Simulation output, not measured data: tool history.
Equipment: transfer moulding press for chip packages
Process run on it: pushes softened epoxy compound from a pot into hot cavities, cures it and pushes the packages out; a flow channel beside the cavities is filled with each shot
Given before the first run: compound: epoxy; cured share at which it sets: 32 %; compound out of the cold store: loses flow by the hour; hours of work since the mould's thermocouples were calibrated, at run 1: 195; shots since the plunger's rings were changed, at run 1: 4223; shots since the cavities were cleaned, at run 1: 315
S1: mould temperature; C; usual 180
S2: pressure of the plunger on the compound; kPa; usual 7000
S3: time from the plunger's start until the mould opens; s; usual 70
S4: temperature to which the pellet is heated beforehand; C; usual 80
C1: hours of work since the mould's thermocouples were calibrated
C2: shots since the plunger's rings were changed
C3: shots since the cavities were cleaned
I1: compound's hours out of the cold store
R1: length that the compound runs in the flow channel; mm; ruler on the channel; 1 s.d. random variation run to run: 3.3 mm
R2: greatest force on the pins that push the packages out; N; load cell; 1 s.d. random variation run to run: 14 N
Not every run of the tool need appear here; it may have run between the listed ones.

run   hour   S1    S2  S3  S4   C1    C2   C3    I1   R1    R2
  1      0  180  7000  70  80  195  4223  315  12.5  712   861
  2    9.5  180  7000  70  80  199  4326  418  39.2  666   903
        21  -- cavities cleaned with cleaning compound and waxed
  3     21  180  7000  70  80  203  4435    0  23.4  695   671
  4     27  180  7000  70  80  205  4500   65  14.3  713   762
  5   38.9  180  7000  70  80  210  4630  195  30.2  681   808
  6   45.5  180  7000  70  80  213  4701  266  41.2  660   843
  7   53.8  180  7000  70  80  216  4792  357  20.6  696   926
  8   63.3  180  7000  70  80  220  4895  460  27.8  679   951
      71.1  -- cavities cleaned with cleaning compound and waxed
  9   71.1  180  7000  70  80  223  4964    0  18.1  695   704
      79.6  -- plunger's sealing rings changed
 10   81.8  180  7000  70  80  226    24   90  14.7  754   791
 11     94  180  7000  70  80  231   156  222  21.1  736   877
      97.1  -- mould's thermocouples calibrated
 12  103.3  180  7000  70  88    3   236  302  18.4  742   883
 13  114.4  180  7000  70  88    7   357  423    39  705   911
     119.4  -- mould's thermocouples calibrated, once more
 14  123.9  180  7000  70  88    2   439  505  25.3  733   939
     127.5  -- cavities cleaned with cleaning compound and waxed
 15  136.2  187  6630  64  71    6   556   94  31.6  681   588
 16  142.6  186  8150  91  85    9   625  163  21.2  775   535
 17  153.5  175  6470  60  80   13   745  283  43.2  688  1669
 18  161.5  185  7000  70  74   17   831  369  29.7  706   708
 19  166.9  181  7000  70  80   19   890  428  38.3  700   851
     177.2  -- cavities cleaned with cleaning compound and waxed
 20  177.7  181  7000  70  80   23   992    5  18.5  735   655
 21  184.7  180  7000  70  73   25  1068   81  19.9  740   775
 22  190.5  180  7030  70  71   28  1131  144  34.6  709   770
 23  202.3  180  7030  70  71   33  1259  272  36.7  703   843
 24  212.3  172  7000  95  82   37  1369  382    15  769   845
 25    222  172  7000  95  73   41  1474  487   9.4  779   935
     227.1  -- cavities cleaned with cleaning compound and waxed
 26  233.1  174  7000  70  77   45  1579   66  37.5  720  1128
 27    239  180  6100  72  80   47  1643  130    14  694   743
 28  244.4  180  6100  72  80   49  1702  189  10.9  701   756

Here are 5 independent what-if runs from the current tool condition. What would each one return?
  A  256.2  180  6330  70  80  54  1830  317  34.5   ?   ?
  B  256.2  179  6100  72  80  54  1830  317  20.7   ?   ?
  C  256.2  180  7440  72  77  54  1830  317  47.2   ?   ?
  D  256.2  172  6740  72  77  54  1830  317    43   ?   ?
  E  256.2  180  6140  64  80  54  1830  317  26.7   ?   ?

run   R1    R2
  A  665   868
  B  678   864
  C  701   810
  D  701  1470
  E  670  1063
The same runs, with their run-to-run variation unchanged, on a tool lacking any hidden condition would have given:
run   R1    R2
  A  681   668
  B  694   665
  C  718   625
  D  718  1130
  E  686   818
